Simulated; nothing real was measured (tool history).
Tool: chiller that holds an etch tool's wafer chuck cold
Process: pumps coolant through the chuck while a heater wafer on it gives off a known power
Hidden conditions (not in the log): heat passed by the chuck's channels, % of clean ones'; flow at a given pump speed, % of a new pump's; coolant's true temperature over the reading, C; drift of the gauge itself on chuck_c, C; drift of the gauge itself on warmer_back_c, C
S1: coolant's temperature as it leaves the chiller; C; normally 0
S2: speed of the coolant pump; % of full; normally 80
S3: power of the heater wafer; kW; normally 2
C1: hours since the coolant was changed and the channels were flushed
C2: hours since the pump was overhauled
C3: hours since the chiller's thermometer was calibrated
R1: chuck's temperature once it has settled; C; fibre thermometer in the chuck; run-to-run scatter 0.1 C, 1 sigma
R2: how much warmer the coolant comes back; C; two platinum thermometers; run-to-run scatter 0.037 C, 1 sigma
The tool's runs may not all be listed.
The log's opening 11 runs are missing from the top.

run 12 day=64.033 | S1=0 S2=80 S3=2 | C1=351 C2=1561 C3=4890 | R1=20.8 R2=6.86
-- day=64.817 chiller's thermometer calibrated
run 13 day=69.692 | S1=0 S2=65 S3=2 | C1=486 C2=1696 C3=117 | R1=24.2 R2=8.42
run 14 day=74.312 | S1=0 S2=65 S3=2 | C1=597 C2=1807 C3=228 | R1=24.1 R2=8.39
run 15 day=80.529 | S1=0 S2=65 S3=2 | C1=746 C2=1956 C3=377 | R1=24.2 R2=8.38
run 16 day=84.338 | S1=0 S2=65 S3=2 | C1=837 C2=2047 C3=468 | R1=24.1 R2=8.39
run 17 day=91.304 | S1=0 S2=65 S3=2 | C1=1005 C2=2214 C3=636 | R1=24.1 R2=8.29
run 18 day=96.033 | S1=0 S2=65 S3=2 | C1=1118 C2=2328 C3=749 | R1=24.1 R2=8.33
run 19 day=100.725 | S1=5 S2=69 S3=1.301 | C1=1231 C2=2441 C3=862 | R1=20.1 R2=4.94
run 20 day=108.612 | S1=0 S2=64 S3=2.387 | C1=1420 C2=2630 C3=1051 | R1=29.1 R2=10.1
run 21 day=115.488 | S1=0 S2=71 S3=1.756 | C1=1585 C2=2795 C3=1216 | R1=19.9 R2=6.6
run 22 day=123.225 | S1=9 S2=71 S3=1.635 | C1=1771 C2=2981 C3=1402 | R1=27.6 R2=6.05
run 23 day=130.258 | S1=9 S2=82 S3=1.191 | C1=1940 C2=3149 C3=1571 | R1=21.2 R2=3.68
run 24 day=136.379 | S1=6 S2=70 S3=1.191 | C1=2086 C2=3296 C3=1718 | R1=19.7 R2=4.42
-- day=138.55 gauge calibrated
run 25 day=143.058 | S1=6 S2=70 S3=1.191 | C1=2247 C2=3457 C3=1878 | R1=19.6 R2=4.75
run 26 day=148.533 | S1=6 S2=70 S3=1.191 | C1=2378 C2=3588 C3=2009 | R1=19.7 R2=4.74
run 27 day=153.121 | S1=9 S2=80 S3=1.404 | C1=2488 C2=3698 C3=2119 | R1=23.6 R2=4.95
run 28 day=160.45 | S1=9 S2=80 S3=2.709 | C1=2664 C2=3874 C3=2295 | R1=37.4 R2=9.55
run 29 day=168.317 | S1=-5 S2=80 S3=2.758 | C1=2853 C2=4063 C3=2484 | R1=23.6 R2=9.67
-- day=170.617 coolant pump overhauled
run 30 day=174.117 | S1=9 S2=85 S3=2.758 | C1=2987 C2=84 C3=2618 | R1=36.5 R2=9.15
run 31 day=180.742 | S1=9 S2=85 S3=2.758 | C1=3146 C2=243 C3=2777 | R1=36.7 R2=9.14
run 32 day=185.379 | S1=-1 S2=74 S3=1.248 | C1=3257 C2=354 C3=2888 | R1=12.7 R2=4.6
run 33 day=192.558 | S1=-2 S2=63 S3=1.131 | C1=3430 C2=527 C3=3061 | R1=11.9 R2=4.83

Here are 3 independent what-if runs from the current tool condition. What would each one return?
run A day=197.912 | S1=-3 S2=63 S3=1.557 | C1=3558 C2=655 C3=3189 | R1=? R2=?
run B day=197.912 | S1=-2 S2=76 S3=1.131 | C1=3558 C2=655 C3=3189 | R1=? R2=?
run C day=197.912 | S1=-6 S2=68 S3=1.131 | C1=3558 C2=655 C3=3189 | R1=? R2=?

run=A R1=16.3 R2=6.73
run=B R1=10.2 R2=4.02
run=C R1=7.3 R2=4.52
What these runs would have given with no unlogged condition in the tool:
run=A R1=16.3 R2=6.94
run=B R1=10.2 R2=4.23
run=C R1=7.3 R2=4.72

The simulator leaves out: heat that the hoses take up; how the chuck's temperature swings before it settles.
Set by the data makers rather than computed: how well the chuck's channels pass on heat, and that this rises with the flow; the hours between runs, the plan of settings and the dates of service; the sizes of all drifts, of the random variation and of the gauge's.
